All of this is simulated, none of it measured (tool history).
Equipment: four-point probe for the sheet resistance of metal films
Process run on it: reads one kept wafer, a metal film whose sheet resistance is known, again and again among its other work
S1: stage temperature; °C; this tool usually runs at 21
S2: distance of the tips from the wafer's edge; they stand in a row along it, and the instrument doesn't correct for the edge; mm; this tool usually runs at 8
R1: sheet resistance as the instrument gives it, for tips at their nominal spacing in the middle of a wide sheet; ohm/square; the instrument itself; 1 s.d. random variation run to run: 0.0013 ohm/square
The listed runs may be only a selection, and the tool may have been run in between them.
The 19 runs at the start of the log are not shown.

run 20 hour=1066.4 | S1=32 S2=11 | R1=6.420511
run 21 hour=1120.3 | S1=20 S2=14 | R1=6.424738
run 22 hour=1190.5 | S1=22 S2=49 | R1=6.414030
-- hour=1217.7 stage's thermometer calibrated, once more
run 23 hour=1237.9 | S1=23 S2=46 | R1=6.414385
run 24 hour=1291.6 | S1=32 S2=62 | R1=6.403467
run 25 hour=1374.9 | S1=31 S2=62 | R1=6.403074
run 26 hour=1447.3 | S1=29 S2=3 | R1=6.554857
run 27 hour=1522.1 | S1=20 S2=4 | R1=6.495737
run 28 hour=1594.2 | S1=21 S2=8 | R1=6.425200
run 29 hour=1653.9 | S1=25 S2=25 | R1=6.401454
run 30 hour=1723.3 | S1=31 S2=3 | R1=6.541596
run 31 hour=1779.8 | S1=28 S2=75 | R1=6.392861
run 32 hour=1821.8 | S1=28 S2=75 | R1=6.389376
-- hour=1893.7 new probe head fitted
run 33 hour=1897.7 | S1=28 S2=75 | R1=6.455599

Below are 4 alternative next runs, each starting from the tool's condition after run 33. Predict each:
run A hour=1961.5 | S1=20 S2=14 | R1=?
run B hour=1961.5 | S1=27 S2=12 | R1=?
run C hour=1961.5 | S1=31 S2=8 | R1=?
run D hour=1961.5 | S1=29 S2=14 | R1=?

run=A R1=6.468806
run=B R1=6.464183
run=C R1=6.472324
run=D R1=6.459412
Without the tool's unlogged condition, the same runs would have read:
run=A R1=6.506250
run=B R1=6.501537
run=C R1=6.509686
run=D R1=6.496722
